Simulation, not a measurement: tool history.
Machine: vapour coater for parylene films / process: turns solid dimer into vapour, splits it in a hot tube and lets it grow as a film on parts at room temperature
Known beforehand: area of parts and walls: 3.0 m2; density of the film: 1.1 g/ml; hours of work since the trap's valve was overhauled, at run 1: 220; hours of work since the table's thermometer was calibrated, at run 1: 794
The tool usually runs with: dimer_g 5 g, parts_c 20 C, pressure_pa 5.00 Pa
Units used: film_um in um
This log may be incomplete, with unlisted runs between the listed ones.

run	hour	dimer_g	parts_c	pressure_pa	hours of work since the trap's valve was overhauled	hours of work since the table's thermometer was calibrated	film_um
1	0.0	5	20	5.00	220	794	1.17
2	32.6	5	20	5.00	240	814	1.17
3	91.6	5	20	5.00	276	850	1.15
4	147.3	5	20	5.00	310	884	1.13
5	180.2	5	20	5.00	331	905	1.18
6	207.0	5	20	5.00	347	921	1.16
# hour 219.7: table's thermometer calibrated
7	244.3	5	20	5.00	369	15	1.16
8	275.6	5	20	5.00	389	34	1.15
9	311.9	5	20	5.00	411	57	1.17
10	355.1	2	20	5.00	438	83	0.47
11	394.9	6	20	5.00	462	108	1.36
12	431.5	5	20	5.00	485	130	1.15
# hour 456.6: trap's valve overhauled
13	478.0	5	20	4.17	13	156	1.19
14	535.7	5	14	2.52	49	192	1.49
15	593.0	5	14	3.45	84	227	1.47
16	630.0	5	20	8.23	107	250	1.08
17	682.8	2	20	5.00	139	283	0.47
18	713.1	4	15	5.00	158	301	1.19
19	751.0	4	20	5.00	181	324	0.93
20	787.2	5	15	7.04	203	347	1.40
21	812.7	5	15	7.04	219	362	1.39
22	863.5	2	15	5.00	250	394	0.59
23	915.1	5	12	2.03	282	426	1.47
24	962.3	3	16	7.12	311	455	0.79

Alternative continuations, all from the tool just after run 24; predict every row:
A	999.0	4	20	5.00	334	477	?
B	999.0	3	25	3.62	334	477	?
C	999.0	4	26	3.95	334	477	?

run	film_um
A	0.91
B	0.56
C	0.71
What these runs would have given with no unlogged condition in the tool:
run	film_um
A	0.91
B	0.56
C	0.71

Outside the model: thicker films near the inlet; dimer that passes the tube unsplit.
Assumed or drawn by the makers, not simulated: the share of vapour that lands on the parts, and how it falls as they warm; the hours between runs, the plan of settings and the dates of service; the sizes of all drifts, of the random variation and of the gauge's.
